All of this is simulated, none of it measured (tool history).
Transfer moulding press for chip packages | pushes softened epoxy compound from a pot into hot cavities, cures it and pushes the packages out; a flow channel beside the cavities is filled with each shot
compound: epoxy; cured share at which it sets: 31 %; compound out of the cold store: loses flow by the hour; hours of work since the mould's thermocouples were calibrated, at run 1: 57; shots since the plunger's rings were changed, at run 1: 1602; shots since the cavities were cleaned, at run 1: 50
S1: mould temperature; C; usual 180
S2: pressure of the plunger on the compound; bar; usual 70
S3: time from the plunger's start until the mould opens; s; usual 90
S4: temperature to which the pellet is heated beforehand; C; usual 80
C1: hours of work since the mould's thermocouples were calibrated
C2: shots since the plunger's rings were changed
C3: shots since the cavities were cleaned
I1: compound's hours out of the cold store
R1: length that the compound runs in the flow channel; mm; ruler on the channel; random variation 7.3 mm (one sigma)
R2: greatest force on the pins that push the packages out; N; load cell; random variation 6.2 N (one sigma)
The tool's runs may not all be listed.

| run | hour | S1 | S2 | S3 | S4 | C1 | C2 | C3 | I1 | R1 | R2 |
|---|---|---|---|---|---|---|---|---|---|---|---|
| 1 | 0 | 180 | 70 | 90 | 80 | 57 | 1602 | 50 | 21.4 | 801 | 254 |
| 2 | 12.5 | 180 | 70 | 83 | 80 | 63 | 1735 | 183 | 30.7 | 764 | 311 |
| 3 | 30.3 | 180 | 82.5 | 90 | 80 | 72 | 1925 | 373 | 47.5 | 739 | 276 |
|  | 46 | cavities cleaned with cleaning compound and waxed |
| 4 | 51.3 | 180 | 82.5 | 90 | 80 | 82 | 2134 | 57 | 36.1 | 798 | 245 |
| 5 | 68.3 | 180 | 82.5 | 90 | 80 | 91 | 2316 | 239 | 18.9 | 874 | 283 |
| 6 | 83.1 | 180 | 82.5 | 90 | 80 | 98 | 2474 | 397 | 33.4 | 798 | 297 |
|  | 96.3 | cavities cleaned with cleaning compound and waxed |
| 7 | 96.3 | 180 | 82.5 | 90 | 81 | 104 | 2599 | 0 | 27.1 | 822 | 228 |
| 8 | 107.2 | 180 | 82.5 | 90 | 81 | 110 | 2715 | 116 | 23.6 | 841 | 263 |
| 9 | 126.6 | 180 | 82.5 | 90 | 81 | 119 | 2923 | 324 | 19.8 | 846 | 307 |
| 10 | 144.3 | 179 | 70 | 90 | 80 | 128 | 3112 | 513 | 13.8 | 825 | 343 |
|  | 147 | cavities cleaned with cleaning compound and waxed |
| 11 | 159.1 | 179 | 70 | 90 | 75 | 135 | 3255 | 130 | 45.5 | 666 | 261 |
| 12 | 174.6 | 187 | 77.2 | 90 | 71 | 143 | 3420 | 295 | 40.6 | 713 | 243 |
| 13 | 186 | 187 | 77.2 | 90 | 71 | 148 | 3541 | 416 | 37.4 | 724 | 250 |
|  | 198 | cavities cleaned with cleaning compound and waxed |
| 14 | 200.3 | 187 | 77.2 | 85 | 87 | 155 | 3679 | 24 | 37.8 | 713 | 192 |
| 15 | 212.4 | 178 | 77.2 | 91 | 73 | 161 | 3808 | 153 | 23.5 | 794 | 296 |
| 16 | 222.5 | 178 | 77.2 | 109 | 90 | 166 | 3916 | 261 | 38.6 | 733 | 246 |
| 17 | 232.3 | 176 | 77.2 | 86 | 90 | 171 | 4021 | 366 | 39.9 | 721 | 376 |
| 18 | 245.7 | 176 | 77.2 | 86 | 90 | 178 | 4164 | 509 | 35.7 | 737 | 403 |
|  | 248.9 | cavities cleaned with cleaning compound and waxed |
| 19 | 260.3 | 180 | 70 | 121 | 80 | 184 | 4304 | 122 | 14.1 | 784 | 207 |

Forecast each of these 3 alternatives for the next run:
| A | 269 | 180 | 70 | 121 | 88 | 189 | 4397 | 215 | 21.5 | ? | ? |
| B | 269 | 180 | 61.2 | 118 | 80 | 189 | 4397 | 215 | 46.3 | ? | ? |
| C | 269 | 172 | 78 | 121 | 72 | 189 | 4397 | 215 | 38.2 | ? | ? |

| run | R1 | R2 |
|---|---|---|
| A | 759 | 222 |
| B | 605 | 226 |
| C | 746 | 269 |
Without the tool's hidden state the same runs would have given:
| run | R1 | R2 |
|---|---|---|
| A | 838 | 181 |
| B | 668 | 183 |
| C | 823 | 222 |
